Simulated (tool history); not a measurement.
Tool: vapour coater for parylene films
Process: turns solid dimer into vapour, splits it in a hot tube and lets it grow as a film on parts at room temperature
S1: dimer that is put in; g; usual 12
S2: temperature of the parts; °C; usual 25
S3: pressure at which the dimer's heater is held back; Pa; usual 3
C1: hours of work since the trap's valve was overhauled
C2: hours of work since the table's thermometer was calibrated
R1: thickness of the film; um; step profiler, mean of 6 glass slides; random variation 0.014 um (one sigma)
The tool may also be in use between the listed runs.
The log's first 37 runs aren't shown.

run,hour,S1,S2,S3,C1,C2,R1
# hour 1172.3: table's thermometer calibrated
38,1178.8,21,21,3,613,5,8.25
39,1209.1,9,25,3,638,30,3.26
40,1235.5,9,25,3,660,52,3.27
# hour 1254.7: trap's valve overhauled
41,1260.1,9,25,3,5,69,3.41
42,1303.5,9,25,3,40,105,3.4
43,1328.1,5,29,4.46,61,126,1.66
44,1360.9,7,25,3,88,153,2.64
45,1381,6,22,3,105,170,2.39
46,1412.5,6,22,3,131,196,2.38
47,1450,15,25,8.14,162,227,4.89
48,1476.1,7,26,4.03,183,248,2.46

Forecast each of these 3 alternatives for the next run:
A,1519,7,26,2.08,219,284,?
B,1519,12,35,3,219,284,?
C,1519,18,20,2.03,219,284,?

run,R1
A,2.69
B,3.7
C,7.74
Without the tool's hidden state the same runs would have given:
run,R1
A,2.77
B,3.81
C,7.98
